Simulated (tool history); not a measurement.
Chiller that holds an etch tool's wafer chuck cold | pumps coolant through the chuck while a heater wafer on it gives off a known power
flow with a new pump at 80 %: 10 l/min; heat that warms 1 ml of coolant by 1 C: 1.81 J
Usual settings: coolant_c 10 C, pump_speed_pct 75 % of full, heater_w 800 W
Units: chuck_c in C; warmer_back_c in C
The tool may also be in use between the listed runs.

{"run": 1, "hour": 0.0, "coolant_c": 10, "pump_speed_pct": 75, "heater_w": 800, "chuck_c": 19.7, "warmer_back_c": 2.87}
{"run": 2, "hour": 70.4, "coolant_c": 10, "pump_speed_pct": 75, "heater_w": 800, "chuck_c": 19.8, "warmer_back_c": 2.77}
{"run": 3, "hour": 137.8, "coolant_c": 10, "pump_speed_pct": 75, "heater_w": 800, "chuck_c": 19.8, "warmer_back_c": 2.79}
{"run": 4, "hour": 193.6, "coolant_c": 10, "pump_speed_pct": 75, "heater_w": 473, "chuck_c": 15.6, "warmer_back_c": 1.55}
{"run": 5, "hour": 253.4, "coolant_c": 13, "pump_speed_pct": 75, "heater_w": 473, "chuck_c": 18.6, "warmer_back_c": 1.57}
{"run": 6, "hour": 303.9, "coolant_c": 10, "pump_speed_pct": 67, "heater_w": 800, "chuck_c": 20.5, "warmer_back_c": 3.03}
{"run": 7, "hour": 361.7, "coolant_c": 10, "pump_speed_pct": 75, "heater_w": 800, "chuck_c": 19.8, "warmer_back_c": 2.62}
{"run": 8, "hour": 428.9, "coolant_c": 10, "pump_speed_pct": 75, "heater_w": 800, "chuck_c": 19.7, "warmer_back_c": 2.59}
{"run": 9, "hour": 495.8, "coolant_c": 11, "pump_speed_pct": 75, "heater_w": 800, "chuck_c": 20.6, "warmer_back_c": 2.59}
{"run": 10, "hour": 546.9, "coolant_c": 11, "pump_speed_pct": 75, "heater_w": 800, "chuck_c": 20.7, "warmer_back_c": 2.54}
{"run": 11, "hour": 605.0, "coolant_c": 10, "pump_speed_pct": 75, "heater_w": 800, "chuck_c": 19.9, "warmer_back_c": 2.51}
{"hour": 617.1, "done": "gauge calibrated"}
{"run": 12, "hour": 633.5, "coolant_c": 10, "pump_speed_pct": 75, "heater_w": 800, "chuck_c": 19.6, "warmer_back_c": 2.81}
{"run": 13, "hour": 677.7, "coolant_c": 5, "pump_speed_pct": 75, "heater_w": 800, "chuck_c": 14.7, "warmer_back_c": 2.81}
{"run": 14, "hour": 730.2, "coolant_c": 10, "pump_speed_pct": 75, "heater_w": 1181, "chuck_c": 24.3, "warmer_back_c": 4.16}
{"run": 15, "hour": 761.6, "coolant_c": 10, "pump_speed_pct": 75, "heater_w": 1181, "chuck_c": 24.2, "warmer_back_c": 4.09}
{"run": 16, "hour": 804.7, "coolant_c": 14, "pump_speed_pct": 75, "heater_w": 800, "chuck_c": 23.9, "warmer_back_c": 2.72}
{"hour": 817.8, "done": "chiller's thermometer calibrated"}
{"run": 17, "hour": 839.8, "coolant_c": 4, "pump_speed_pct": 61, "heater_w": 539, "chuck_c": 11.4, "warmer_back_c": 2.25}
{"run": 18, "hour": 907.2, "coolant_c": 4, "pump_speed_pct": 61, "heater_w": 539, "chuck_c": 11.6, "warmer_back_c": 2.17}
{"run": 19, "hour": 945.3, "coolant_c": 4, "pump_speed_pct": 61, "heater_w": 539, "chuck_c": 11.5, "warmer_back_c": 2.17}
{"run": 20, "hour": 984.5, "coolant_c": 2, "pump_speed_pct": 75, "heater_w": 598, "chuck_c": 9.3, "warmer_back_c": 1.94}
{"run": 21, "hour": 1035.4, "coolant_c": 2, "pump_speed_pct": 75, "heater_w": 598, "chuck_c": 9.3, "warmer_back_c": 1.89}
{"run": 22, "hour": 1086.4, "coolant_c": 2, "pump_speed_pct": 75, "heater_w": 598, "chuck_c": 9.2, "warmer_back_c": 1.83}
{"run": 23, "hour": 1115.6, "coolant_c": 18, "pump_speed_pct": 75, "heater_w": 446, "chuck_c": 23.4, "warmer_back_c": 1.28}
{"run": 24, "hour": 1173.0, "coolant_c": 17, "pump_speed_pct": 75, "heater_w": 800, "chuck_c": 26.7, "warmer_back_c": 2.51}
{"run": 25, "hour": 1239.8, "coolant_c": 17, "pump_speed_pct": 75, "heater_w": 800, "chuck_c": 26.7, "warmer_back_c": 2.47}
{"hour": 1303.1, "done": "coolant changed, channels flushed"}
{"run": 26, "hour": 1312.8, "coolant_c": 10, "pump_speed_pct": 72, "heater_w": 732, "chuck_c": 19.1, "warmer_back_c": 2.31}
{"run": 27, "hour": 1352.3, "coolant_c": 7, "pump_speed_pct": 75, "heater_w": 800, "chuck_c": 16.7, "warmer_back_c": 2.4}
{"run": 28, "hour": 1380.9, "coolant_c": 11, "pump_speed_pct": 75, "heater_w": 800, "chuck_c": 20.8, "warmer_back_c": 2.43}
{"run": 29, "hour": 1445.5, "coolant_c": 19, "pump_speed_pct": 67, "heater_w": 695, "chuck_c": 28.0, "warmer_back_c": 2.32}
{"run": 30, "hour": 1498.8, "coolant_c": 19, "pump_speed_pct": 98, "heater_w": 507, "chuck_c": 24.1, "warmer_back_c": 0.86}
{"run": 31, "hour": 1537.4, "coolant_c": 18, "pump_speed_pct": 61, "heater_w": 643, "chuck_c": 26.9, "warmer_back_c": 2.29}

Some steps in warmer_back_c between neighbouring runs. How much of each would the tool show without its hidden state too (settings, what came in, random variation), and how much is left for the hidden state, with any gauge scatter that isn't in both results?
The hidden state here: heat passed by the chuck's channels, % of clean ones'; flow at a given pump speed, % of a new pump's; coolant's true temperature over the reading, C; drift of the gauge itself on chuck_c, C; drift of the gauge itself on warmer_back_c, C.
Run 1 -> 2: no setting changed, nothing entered. warmer_back_c -0.10 C: hidden state -0.04, all else -0.06.
Run 2 -> 3: no setting changed, nothing entered. warmer_back_c +0.02 C: hidden state -0.04, all else +0.06.
Run 5 -> 6: coolant_c 13 -> 10, pump_speed_pct 75 -> 67, heater_w 473 -> 800. warmer_back_c +1.46 C: hidden state -0.03, all else +1.49.
Run 11 -> 12: gauge calibrated. warmer_back_c +0.30 C: hidden state +0.34, all else -0.04.
Run 29 -> 30: pump_speed_pct 67 -> 98, heater_w 695 -> 507. warmer_back_c -1.46 C: hidden state -0.03, all else -1.43.
Run 30 -> 31: coolant_c 19 -> 18, pump_speed_pct 98 -> 61, heater_w 507 -> 643. warmer_back_c +1.43 C: hidden state -0.02, all else +1.45.
